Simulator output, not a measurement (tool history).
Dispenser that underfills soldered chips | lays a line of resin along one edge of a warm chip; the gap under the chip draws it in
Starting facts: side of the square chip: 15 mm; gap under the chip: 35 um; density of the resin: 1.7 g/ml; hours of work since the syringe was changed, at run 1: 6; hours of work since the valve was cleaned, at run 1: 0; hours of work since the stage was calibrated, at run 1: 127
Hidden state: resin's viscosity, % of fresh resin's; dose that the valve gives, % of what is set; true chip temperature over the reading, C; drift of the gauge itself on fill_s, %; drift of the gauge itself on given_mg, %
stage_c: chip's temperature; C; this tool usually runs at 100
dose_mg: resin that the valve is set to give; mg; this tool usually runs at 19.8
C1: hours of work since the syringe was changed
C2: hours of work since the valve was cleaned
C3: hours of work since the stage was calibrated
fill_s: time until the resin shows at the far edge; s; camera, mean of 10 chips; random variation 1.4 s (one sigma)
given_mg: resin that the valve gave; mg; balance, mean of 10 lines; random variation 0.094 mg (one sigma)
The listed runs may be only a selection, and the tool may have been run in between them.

Run 1, hour 0.0: usual settings; C1 6; C2 0; C3 127. Result: fill_s 218.5 s, given_mg 19.84 mg.
At hour 0.9: new syringe of resin.
Run 2, hour 5.9: usual settings but stage_c 88 C; C1 4; C2 4; C3 131. Result: fill_s 300.7 s, given_mg 19.91 mg.
At hour 8.7: new syringe of resin.
Run 3, hour 15.0: usual settings but stage_c 86 C; C1 5; C2 11; C3 138. Result: fill_s 342.7 s, given_mg 19.74 mg.
At hour 16.6: new syringe of resin.
Run 4, hour 23.0: usual settings; C1 5; C2 18; C3 144. Result: fill_s 202.9 s, given_mg 19.58 mg.
At hour 24.7: new syringe of resin.
Run 5, hour 31.2: usual settings; C1 5; C2 24; C3 150. Result: fill_s 207.5 s, given_mg 19.50 mg.
At hour 32.8: new syringe of resin.
Run 6, hour 37.2: usual settings; C1 4; C2 28; C3 155. Result: fill_s 182.9 s, given_mg 19.36 mg.
At hour 40.4: new syringe of resin.
Run 7, hour 44.0: usual settings but stage_c 89 C; C1 3; C2 34; C3 160. Result: fill_s 264.2 s, given_mg 19.30 mg.
At hour 48.5: new syringe of resin.
Run 8, hour 50.1: usual settings but stage_c 88 C; C1 1; C2 38; C3 165. Result: fill_s 250.0 s, given_mg 19.19 mg.
Run 9, hour 54.6: usual settings; C1 5; C2 42; C3 168. Result: fill_s 204.9 s, given_mg 19.15 mg.
At hour 56.3: new syringe of resin.
Run 10, hour 61.5: usual settings; C1 4; C2 47; C3 174. Result: fill_s 193.0 s, given_mg 19.04 mg.
At hour 64.5: new syringe of resin.
At hour 66.8: dispensing valve cleaned and set on the balance.
Run 11, hour 67.6: usual settings; C1 2; C2 1; C3 177. Result: fill_s 158.7 s, given_mg 19.67 mg.
At hour 73.2: new syringe of resin.
Run 12, hour 77.3: usual settings; C1 3; C2 8; C3 185. Result: fill_s 181.3 s, given_mg 19.84 mg.
At hour 80.7: new syringe of resin.
Run 13, hour 83.2: usual settings; C1 2; C2 13; C3 189. Result: fill_s 162.0 s, given_mg 19.46 mg.
At hour 88.2: new syringe of resin.
Run 14, hour 92.6: usual settings; C1 3; C2 20; C3 197. Result: fill_s 183.6 s, given_mg 19.51 mg.
At hour 96.2: new syringe of resin.
Run 15, hour 99.7: usual settings; C1 3; C2 25; C3 202. Result: fill_s 176.6 s, given_mg 19.39 mg.
At hour 104.1: new syringe of resin.
Run 16, hour 107.9: usual settings; C1 3; C2 31; C3 208. Result: fill_s 184.6 s, given_mg 19.37 mg.
At hour 111.9: new syringe of resin.
Run 17, hour 114.0: usual settings but stage_c 94 C; C1 2; C2 36; C3 213. Result: fill_s 199.0 s, given_mg 19.27 mg.
At hour 120.2: new syringe of resin.
Run 18, hour 120.8: usual settings but stage_c 94 C; C1 0; C2 41; C3 218. Result: fill_s 192.3 s, given_mg 19.09 mg.
Run 19, hour 126.2: usual settings but stage_c 94 C; C1 5; C2 46; C3 222. Result: fill_s 261.0 s, given_mg 19.00 mg.
At hour 128.0: new syringe of resin.
At hour 132.9: dispensing valve cleaned and set on the balance.
Run 20, hour 134.9: usual settings but stage_c 94 C, dose_mg 19.5 mg; C1 5; C2 2; C3 228. Result: fill_s 254.5 s, given_mg 19.40 mg.
At hour 136.7: new syringe of resin.
Run 21, hour 140.1: usual settings but stage_c 109 C, dose_mg 21.5 mg; C1 3; C2 5; C3 232. Result: fill_s 126.6 s, given_mg 21.37 mg.
At hour 144.5: new syringe of resin.
Run 22, hour 144.5: usual settings but dose_mg 19.6 mg; C1 0; C2 9; C3 235. Result: fill_s 140.9 s, given_mg 19.24 mg.
Run 23, hour 150.0: usual settings but dose_mg 19.6 mg; C1 4; C2 13; C3 240. Result: fill_s 198.6 s, given_mg 19.28 mg.
At hour 152.3: new syringe of resin.
Run 24, hour 159.1: usual settings but stage_c 106 C, dose_mg 17.0 mg; C1 5; C2 20; C3 247. Result: fill_s 181.6 s, given_mg 16.53 mg.
At hour 160.2: new syringe of resin.
At hour 168.1: new syringe of resin.
Run 25, hour 168.7: usual settings but stage_c 106 C, dose_mg 17.0 mg; C1 1; C2 27; C3 254. Result: fill_s 124.2 s, given_mg 16.60 mg.
Run 26, hour 173.2: usual settings but dose_mg 19.9 mg; C1 4; C2 31; C3 257. Result: fill_s 196.4 s, given_mg 19.39 mg.
At hour 175.9: new syringe of resin.
Run 27, hour 179.2: usual settings but stage_c 110 C, dose_mg 18.0 mg; C1 3; C2 35; C3 262. Result: fill_s 129.5 s, given_mg 17.35 mg.
At hour 183.7: new syringe of resin.
Run 28, hour 188.6: usual settings but stage_c 99 C, dose_mg 18.4 mg; C1 4; C2 43; C3 269. Result: fill_s 204.9 s, given_mg 17.78 mg.
At hour 191.8: new syringe of resin.
Run 29, hour 196.5: usual settings but stage_c 110 C, dose_mg 24.4 mg; C1 4; C2 49; C3 275. Result: fill_s 132.5 s, given_mg 23.24 mg.
At hour 199.0: dispensing valve cleaned and set on the balance.
At hour 200.5: new syringe of resin.
Run 30, hour 206.7: usual settings but stage_c 88 C, dose_mg 18.2 mg; C1 5; C2 6; C3 282. Result: fill_s 338.0 s, given_mg 18.10 mg.
At hour 208.3: new syringe of resin.
Run 31, hour 213.9: usual settings but stage_c 87 C, dose_mg 17.5 mg; C1 4; C2 11; C3 288. Result: fill_s 345.4 s, given_mg 17.42 mg.
At hour 216.2: new syringe of resin.
Run 32, hour 221.2: usual settings but stage_c 89 C, dose_mg 22.8 mg; C1 4; C2 17; C3 293. Result: fill_s 296.1 s, given_mg 22.25 mg.
At hour 224.1: new syringe of resin.
Run 33, hour 225.4: usual settings but stage_c 89 C, dose_mg 22.8 mg; C1 1; C2 20; C3 296. Result: fill_s 238.3 s, given_mg 22.37 mg.

Alternative continuations, all from the tool just after run 33; predict every row:
At hour 231.6: new syringe of resin.
Run A, hour 233.9: usual settings but stage_c 112 C, dose_mg 17.6 mg; C1 2; C2 27; C3 303. Result: fill_s ?, given_mg ?.
At hour 231.6: new syringe of resin.
Run B, hour 233.9: usual settings but stage_c 93 C, dose_mg 19.3 mg; C1 2; C2 27; C3 303. Result: fill_s ?, given_mg ?.
At hour 231.6: new syringe of resin.
Run C, hour 233.9: usual settings but stage_c 112 C, dose_mg 21.5 mg; C1 2; C2 27; C3 303. Result: fill_s ?, given_mg ?.

run  fill_s  given_mg
  A   110.8     17.15
  B   215.3     18.80
  C   106.5     20.97
Without the tool's hidden state the same runs would have given:
run  fill_s  given_mg
  A    89.4     17.58
  B   172.7     19.28
  C    86.4     21.50

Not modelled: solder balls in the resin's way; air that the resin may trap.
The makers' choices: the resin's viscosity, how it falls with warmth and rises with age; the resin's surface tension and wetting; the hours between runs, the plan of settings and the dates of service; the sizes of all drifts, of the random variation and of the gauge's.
